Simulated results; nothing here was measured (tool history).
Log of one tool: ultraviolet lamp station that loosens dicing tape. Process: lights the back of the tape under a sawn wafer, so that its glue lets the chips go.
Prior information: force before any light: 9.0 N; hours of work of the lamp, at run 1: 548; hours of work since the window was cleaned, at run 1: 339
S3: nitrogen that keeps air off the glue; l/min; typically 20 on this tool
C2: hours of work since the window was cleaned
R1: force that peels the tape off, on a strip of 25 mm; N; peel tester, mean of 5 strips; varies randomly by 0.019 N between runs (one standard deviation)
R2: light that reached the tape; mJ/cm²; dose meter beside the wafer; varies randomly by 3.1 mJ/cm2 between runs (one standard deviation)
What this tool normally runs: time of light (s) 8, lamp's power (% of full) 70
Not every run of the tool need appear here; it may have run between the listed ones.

{"run": 1, "hour": 0.0, "time of light (s)": 8, "lamp's power (% of full)": 70, "S3": 20, "hours of work of the lamp": 548, "C2": 339, "R1": 1.598, "R2": 346}
{"run": 2, "hour": 26.9, "time of light (s)": 8, "lamp's power (% of full)": 70, "S3": 20, "hours of work of the lamp": 563, "C2": 354, "R1": 1.639, "R2": 346}
{"run": 3, "hour": 50.3, "time of light (s)": 8, "lamp's power (% of full)": 70, "S3": 17, "hours of work of the lamp": 576, "C2": 367, "R1": 1.8, "R2": 344}
{"run": 4, "hour": 74.0, "time of light (s)": 8, "lamp's power (% of full)": 70, "S3": 17, "hours of work of the lamp": 589, "C2": 381, "R1": 1.828, "R2": 334}
{"run": 5, "hour": 100.2, "time of light (s)": 9, "lamp's power (% of full)": 70, "S3": 20, "hours of work of the lamp": 604, "C2": 395, "R1": 1.359, "R2": 374}
{"run": 6, "hour": 125.8, "time of light (s)": 8, "lamp's power (% of full)": 70, "S3": 20, "hours of work of the lamp": 618, "C2": 410, "R1": 1.701, "R2": 333}
{"run": 7, "hour": 159.6, "time of light (s)": 8, "lamp's power (% of full)": 87, "S3": 20, "hours of work of the lamp": 637, "C2": 429, "R1": 1.194, "R2": 407}
{"run": 8, "hour": 178.3, "time of light (s)": 8, "lamp's power (% of full)": 70, "S3": 20, "hours of work of the lamp": 648, "C2": 439, "R1": 1.723, "R2": 326}
{"run": 9, "hour": 217.9, "time of light (s)": 8, "lamp's power (% of full)": 70, "S3": 20, "hours of work of the lamp": 670, "C2": 461, "R1": 1.792, "R2": 324}
{"hour": 233.6, "done": "window cleaned of glue's vapour"}
{"run": 10, "hour": 256.7, "time of light (s)": 8, "lamp's power (% of full)": 70, "S3": 20, "hours of work of the lamp": 691, "C2": 13, "R1": 1.416, "R2": 357}
{"run": 11, "hour": 281.9, "time of light (s)": 8, "lamp's power (% of full)": 70, "S3": 20, "hours of work of the lamp": 705, "C2": 27, "R1": 1.495, "R2": 356}
{"run": 12, "hour": 306.7, "time of light (s)": 8, "lamp's power (% of full)": 70, "S3": 20, "hours of work of the lamp": 719, "C2": 41, "R1": 1.49, "R2": 357}
{"run": 13, "hour": 332.7, "time of light (s)": 8, "lamp's power (% of full)": 70, "S3": 20, "hours of work of the lamp": 734, "C2": 56, "R1": 1.495, "R2": 358}
{"run": 14, "hour": 351.3, "time of light (s)": 10, "lamp's power (% of full)": 81, "S3": 11, "hours of work of the lamp": 744, "C2": 66, "R1": 1.232, "R2": 506}
{"run": 15, "hour": 375.0, "time of light (s)": 10, "lamp's power (% of full)": 81, "S3": 11, "hours of work of the lamp": 758, "C2": 79, "R1": 1.225, "R2": 504}
{"run": 16, "hour": 404.6, "time of light (s)": 11, "lamp's power (% of full)": 80, "S3": 18, "hours of work of the lamp": 774, "C2": 96, "R1": 0.703, "R2": 541}
{"run": 17, "hour": 439.9, "time of light (s)": 11, "lamp's power (% of full)": 80, "S3": 18, "hours of work of the lamp": 794, "C2": 116, "R1": 0.75, "R2": 531}
{"run": 18, "hour": 466.0, "time of light (s)": 11, "lamp's power (% of full)": 80, "S3": 18, "hours of work of the lamp": 809, "C2": 130, "R1": 0.76, "R2": 529}
{"run": 19, "hour": 495.4, "time of light (s)": 11, "lamp's power (% of full)": 80, "S3": 18, "hours of work of the lamp": 825, "C2": 147, "R1": 0.759, "R2": 522}
{"run": 20, "hour": 534.9, "time of light (s)": 12, "lamp's power (% of full)": 73, "S3": 18, "hours of work of the lamp": 847, "C2": 169, "R1": 0.795, "R2": 511}
{"run": 21, "hour": 556.6, "time of light (s)": 12, "lamp's power (% of full)": 73, "S3": 18, "hours of work of the lamp": 859, "C2": 181, "R1": 0.82, "R2": 511}
{"run": 22, "hour": 591.4, "time of light (s)": 8, "lamp's power (% of full)": 62, "S3": 29, "hours of work of the lamp": 879, "C2": 201, "R1": 1.803, "R2": 283}
{"run": 23, "hour": 627.5, "time of light (s)": 11, "lamp's power (% of full)": 94, "S3": 20, "hours of work of the lamp": 899, "C2": 221, "R1": 0.568, "R2": 582}
{"run": 24, "hour": 654.5, "time of light (s)": 6, "lamp's power (% of full)": 70, "S3": 20, "hours of work of the lamp": 914, "C2": 236, "R1": 2.707, "R2": 238}

What will run 25 give?
{"run": 25, "hour": 692.3, "time of light (s)": 6, "lamp's power (% of full)": 70, "S3": 20, "hours of work of the lamp": 936, "C2": 257, "R1": "?", "R2": "?"}

R1: 2.869 N
R2: 230 mJ/cm²
Had the tool carried no hidden state, the very same run would have given R1 1.597 N, R2 350 mJ/cm².
